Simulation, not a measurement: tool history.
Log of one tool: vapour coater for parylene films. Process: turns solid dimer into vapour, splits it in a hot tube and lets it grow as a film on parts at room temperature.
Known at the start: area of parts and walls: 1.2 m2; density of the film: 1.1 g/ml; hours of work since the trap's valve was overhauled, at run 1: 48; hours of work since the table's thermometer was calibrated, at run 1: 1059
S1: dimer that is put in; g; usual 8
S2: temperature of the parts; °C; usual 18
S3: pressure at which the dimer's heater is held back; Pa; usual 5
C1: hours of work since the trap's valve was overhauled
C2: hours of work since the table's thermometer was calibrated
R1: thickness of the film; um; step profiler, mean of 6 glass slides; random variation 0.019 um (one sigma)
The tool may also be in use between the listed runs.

run      day  S1  S2     S3   C1    C2    R1
  1        0   8  18      5   48  1059  2.92
  2    2.767   8  18      5   86  1097  2.89
  3    4.625   8  18      5  111  1122  2.85
  4    7.221   8  18      5  146  1158   2.8
  5   10.042   8  18    3.7  185  1196  2.88
  6   13.067   8  18    3.7  226  1237  2.85
  7   15.083   8  18    3.7  253  1265  2.81
      16.121  -- trap's valve overhauled
  8   17.162   8  18   6.71   14  1291  2.59
  9   19.996   4  18   6.71   53  1329  1.31
 10     21.8   8  19      5   77  1354  2.47
 11    24.95   8  19      5  120  1397  2.46
 12   26.392   8  19      5  140  1416  2.42
      28.788  -- trap's valve overhauled, once more
 13   29.008   8  19      5    3  1449  2.79
 14   31.071   8  19      5   31  1478  2.79
 15   33.262   8  19      5   61  1507  2.72
 16   36.608   8  19   8.68  106  1553  2.55
 17   39.196   8  19   8.68  142  1588  2.53
 18   41.608   5  18      5  174  1621   1.7
 19    44.35   8  18   7.69  212  1658  2.62
 20    46.65   8  18      5  243  1690  2.71
      48.496  -- trap's valve overhauled
 21   49.929   8  18      5   19  1732  2.89
 22   51.471  10  18      5   40  1753  3.64
 23   54.317   8  18   3.88   79  1792  2.92
 24   56.221   9  25   3.88  105  1818  2.36
 25   59.338   5  24  10.73  148  1860  1.23
 26   61.542   4  21   2.47  178  1890   1.3
 27   63.629   4  21   2.47  206  1918  1.29
 28   66.462  10  21   6.63  245  1957  2.81
      68.025  -- trap's valve overhauled
      68.388  -- table's thermometer calibrated
 29   68.388   7  17   9.32    4     0  2.66
 30   69.746   5  26   2.76   23    19  1.43
 31   72.462   7  19   6.81   60    56  2.49
 32   74.462   8  11      5   87    83  4.09
 33   77.442   8  11      5  128   123  4.07
 34   80.212  14  13   2.67  165   161  6.94
 35   81.867   8  19   3.19  188   183  2.94
 36   83.658   8  20    5.9  212   208  2.63
 37   85.312   8  20   5.95  235   230  2.58
      87.708  -- trap's valve overhauled
 38   87.904   8  20   5.95    3   263  2.78
 39   89.262   7  21   3.08   21   282  2.47
 40    91.75   8  10      5   55   316  4.39
 41   94.962   3  11   3.48   99   359  1.57
 42   97.571   3  11   3.48  134   395  1.58
 43  100.425   3  12   3.48  173   434  1.51
 44  102.317   8  13   5.15  199   459  3.65
 45  105.567   5  24      5  243   504  1.36
     107.317  -- trap's valve overhauled
 46    107.9   5  16   3.51    8   533  2.17

3 ways to go on from here, each from the tool as it stands after run 46. What would each give?
  A  109.958   8  15     5  36  561   ?
  B  109.958   3  16  5.29  36  561   ?
  C  109.958   4  18  3.24  36  561   ?

run    R1
  A  3.45
  B  1.26
  C  1.59
Without the tool's hidden state the same runs would have given:
run    R1
  A  3.53
  B  1.29
  C  1.63
